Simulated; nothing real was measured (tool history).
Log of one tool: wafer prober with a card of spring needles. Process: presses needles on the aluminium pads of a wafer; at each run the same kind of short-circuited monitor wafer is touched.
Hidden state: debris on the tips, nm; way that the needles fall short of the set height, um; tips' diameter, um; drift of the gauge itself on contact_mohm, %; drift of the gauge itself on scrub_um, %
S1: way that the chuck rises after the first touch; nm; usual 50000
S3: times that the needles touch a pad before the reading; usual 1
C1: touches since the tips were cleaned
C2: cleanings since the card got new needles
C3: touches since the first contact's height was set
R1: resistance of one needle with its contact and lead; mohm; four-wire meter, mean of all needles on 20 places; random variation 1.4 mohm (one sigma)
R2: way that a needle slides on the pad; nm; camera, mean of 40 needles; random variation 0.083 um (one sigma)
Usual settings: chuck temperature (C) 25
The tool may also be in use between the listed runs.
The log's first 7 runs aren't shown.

{"hour": 313.8, "done": "tips cleaned on abrasive film"}
{"hour": 337.7, "done": "height of the first contact set anew"}
{"run": 8, "hour": 337.7, "S1": 50000, "chuck temperature (C)": 62, "S3": 1, "C1": 6314, "C2": 46, "C3": 0, "R1": 293, "R2": 12740}
{"hour": 342.1, "done": "tips cleaned on abrasive film"}
{"hour": 371.4, "done": "tips cleaned on abrasive film"}
{"run": 9, "hour": 379.1, "S1": 50000, "chuck temperature (C)": 62, "S3": 1, "C1": 2060, "C2": 48, "C3": 11035, "R1": 212, "R2": 12620}
{"hour": 399.2, "done": "tips cleaned on abrasive film"}
{"hour": 428.5, "done": "tips cleaned on abrasive film"}
{"run": 10, "hour": 428.5, "S1": 50000, "chuck temperature (C)": 46, "S3": 1, "C1": 0, "C2": 50, "C3": 24219, "R1": 146, "R2": 12460}
{"hour": 455.9, "done": "tips cleaned on abrasive film"}
{"run": 11, "hour": 474.8, "S1": 31000, "chuck temperature (C)": 46, "S3": 1, "C1": 5038, "C2": 51, "C3": 36583, "R1": 553, "R2": 7570}
{"hour": 488.0, "done": "tips cleaned on abrasive film"}
{"run": 12, "hour": 508.3, "S1": 57000, "chuck temperature (C)": 25, "S3": 1, "C1": 5450, "C2": 52, "C3": 45543, "R1": 256, "R2": 14070}
{"hour": 517.7, "done": "tips cleaned on abrasive film"}
{"run": 13, "hour": 541.7, "S1": 50000, "chuck temperature (C)": 25, "S3": 1, "C1": 6412, "C2": 53, "C3": 54454, "R1": 308, "R2": 12330}
{"hour": 545.3, "done": "tips cleaned on abrasive film"}
{"hour": 573.1, "done": "tips cleaned on abrasive film"}
{"run": 14, "hour": 582.7, "S1": 66000, "chuck temperature (C)": 25, "S3": 1, "C1": 2584, "C2": 55, "C3": 65394, "R1": 181, "R2": 16300}
{"hour": 599.7, "done": "tips cleaned on abrasive film"}
{"hour": 628.9, "done": "tips cleaned on abrasive film"}
{"run": 15, "hour": 631.2, "S1": 49000, "chuck temperature (C)": 25, "S3": 1, "C1": 606, "C2": 57, "C3": 78323, "R1": 168, "R2": 12050}
{"hour": 656.6, "done": "tips cleaned on abrasive film"}
{"hour": 683.7, "done": "tips cleaned on abrasive film"}
{"run": 16, "hour": 683.7, "S1": 37000, "chuck temperature (C)": 25, "S3": 1, "C1": 0, "C2": 59, "C3": 92329, "R1": 157, "R2": 8860}
{"hour": 710.5, "done": "tips cleaned on abrasive film"}
{"hour": 739.5, "done": "tips cleaned on abrasive film"}
{"run": 17, "hour": 740.5, "S1": 37000, "chuck temperature (C)": 25, "S3": 1, "C1": 279, "C2": 61, "C3": 107488, "R1": 191, "R2": 8910}
{"hour": 768.8, "done": "tips cleaned on abrasive film"}
{"run": 18, "hour": 778.7, "S1": 35000, "chuck temperature (C)": 53, "S3": 1, "C1": 2646, "C2": 62, "C3": 117677, "R1": 348, "R2": 8470}
{"hour": 796.7, "done": "tips cleaned on abrasive film"}
{"hour": 826.2, "done": "tips cleaned on abrasive film"}
{"run": 19, "hour": 831.9, "S1": 46000, "chuck temperature (C)": 94, "S3": 2, "C1": 1511, "C2": 64, "C3": 131879, "R1": 190, "R2": 11130}
{"hour": 854.8, "done": "tips cleaned on abrasive film"}
{"run": 20, "hour": 876.4, "S1": 46000, "chuck temperature (C)": 94, "S3": 2, "C1": 5800, "C2": 65, "C3": 143784, "R1": 258, "R2": 11240}
{"hour": 885.6, "done": "tips cleaned on abrasive film"}
{"hour": 915.8, "done": "tips cleaned on abrasive film"}
{"run": 21, "hour": 934.1, "S1": 46000, "chuck temperature (C)": 94, "S3": 2, "C1": 4889, "C2": 67, "C3": 159173, "R1": 245, "R2": 10990}
{"hour": 942.6, "done": "tips cleaned on abrasive film"}
{"hour": 972.5, "done": "tips cleaned on abrasive film"}
{"run": 22, "hour": 997.5, "S1": 46000, "chuck temperature (C)": 94, "S3": 2, "C1": 6714, "C2": 69, "C3": 176107, "R1": 269, "R2": 10990}
{"hour": 1000.7, "done": "tips cleaned on abrasive film"}
{"hour": 1027.7, "done": "tips cleaned on abrasive film"}
{"run": 23, "hour": 1027.7, "S1": 46000, "chuck temperature (C)": 94, "S3": 2, "C1": 0, "C2": 71, "C3": 184143, "R1": 143, "R2": 10870}
{"hour": 1056.8, "done": "tips cleaned on abrasive film"}
{"hour": 1068.0, "done": "height of the first contact set anew"}
{"run": 24, "hour": 1073.6, "S1": 50000, "chuck temperature (C)": 36, "S3": 2, "C1": 4400, "C2": 72, "C3": 1485, "R1": 218, "R2": 12640}
{"hour": 1085.1, "done": "tips cleaned on abrasive film"}
{"hour": 1112.3, "done": "tips cleaned on abrasive film"}
{"run": 25, "hour": 1119.8, "S1": 31000, "chuck temperature (C)": 56, "S3": 2, "C1": 2013, "C2": 74, "C3": 13812, "R1": 297, "R2": 7750}
{"hour": 1141.5, "done": "tips cleaned on abrasive film"}
{"run": 26, "hour": 1158.5, "S1": 31000, "chuck temperature (C)": 56, "S3": 2, "C1": 4562, "C2": 75, "C3": 24159, "R1": 380, "R2": 7740}
{"hour": 1171.0, "done": "tips cleaned on abrasive film"}
{"hour": 1199.4, "done": "tips cleaned on abrasive film"}
{"run": 27, "hour": 1213.2, "S1": 49000, "chuck temperature (C)": 25, "S3": 1, "C1": 3699, "C2": 77, "C3": 38736, "R1": 277, "R2": 12170}
{"hour": 1229.7, "done": "tips cleaned on abrasive film"}
{"run": 28, "hour": 1246.8, "S1": 49000, "chuck temperature (C)": 25, "S3": 1, "C1": 4579, "C2": 78, "C3": 47726, "R1": 286, "R2": 12250}

The next listed run, before its measurement:
{"hour": 1257.7, "done": "tips cleaned on abrasive film"}
{"hour": 1287.2, "done": "tips cleaned on abrasive film"}
{"run": 29, "hour": 1298.2, "S1": 49000, "chuck temperature (C)": 25, "S3": 1, "C1": 2939, "C2": 80, "C3": 61419, "R1": "?", "R2": "?"}

Run 29 gave R1 246 mohm, R2 12220 nm.
Without the tool's hidden state the same run would have given R1 118 mohm, R2 12400 nm.

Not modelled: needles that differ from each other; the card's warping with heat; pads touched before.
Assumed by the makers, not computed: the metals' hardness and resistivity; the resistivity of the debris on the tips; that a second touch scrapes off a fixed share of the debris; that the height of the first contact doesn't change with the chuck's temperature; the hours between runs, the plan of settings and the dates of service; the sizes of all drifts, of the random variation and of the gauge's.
